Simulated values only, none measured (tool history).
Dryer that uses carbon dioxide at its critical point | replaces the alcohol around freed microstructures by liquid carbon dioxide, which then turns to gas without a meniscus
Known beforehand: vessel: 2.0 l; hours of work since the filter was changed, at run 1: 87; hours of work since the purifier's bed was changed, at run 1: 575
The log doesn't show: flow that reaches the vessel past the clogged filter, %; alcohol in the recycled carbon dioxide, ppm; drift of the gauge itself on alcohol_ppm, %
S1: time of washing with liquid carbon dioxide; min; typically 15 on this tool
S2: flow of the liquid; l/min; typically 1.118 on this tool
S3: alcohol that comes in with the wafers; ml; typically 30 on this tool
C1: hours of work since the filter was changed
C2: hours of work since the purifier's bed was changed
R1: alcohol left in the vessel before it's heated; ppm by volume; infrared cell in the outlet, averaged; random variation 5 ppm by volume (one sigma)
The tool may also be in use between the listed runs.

| run | day | S1 | S2 | S3 | C1 | C2 | R1 |
|---|---|---|---|---|---|---|---|
| 1 | 0 | 15 | 1.118 | 30 | 87 | 575 | 141 |
| 2 | 0.483 | 15 | 1.118 | 30 | 97 | 584 | 141 |
| 3 | 1.233 | 15 | 1.118 | 30 | 111 | 599 | 161 |
| 4 | 1.854 | 15 | 1.118 | 30 | 123 | 610 | 154 |
| 5 | 2.533 | 15 | 1.118 | 30 | 136 | 623 | 165 |
| 6 | 3.212 | 15 | 1.118 | 30 | 149 | 636 | 174 |
| 7 | 3.912 | 15 | 1.118 | 30 | 162 | 650 | 172 |
| 8 | 4.425 | 15 | 1.118 | 30 | 172 | 659 | 178 |
| 9 | 4.879 | 15 | 1.118 | 30 | 180 | 668 | 179 |
| 10 | 5.562 | 15 | 1.118 | 30 | 193 | 681 | 187 |
| 11 | 6.383 | 15 | 1.08 | 30 | 209 | 697 | 220 |
|  | 6.654 | inlet filter changed |
| 12 | 7.171 | 15 | 0.86 | 23 | 10 | 711 | 237 |

Estimate the outcome of run 13 from the log above:
| 13 | 7.708 | 9 | 1.118 | 39 | 20 | 721 | ? |

R1: 697 ppm by volume
If the tool had no hidden condition, the same run with the same run-to-run variation would have returned R1 563 ppm by volume.
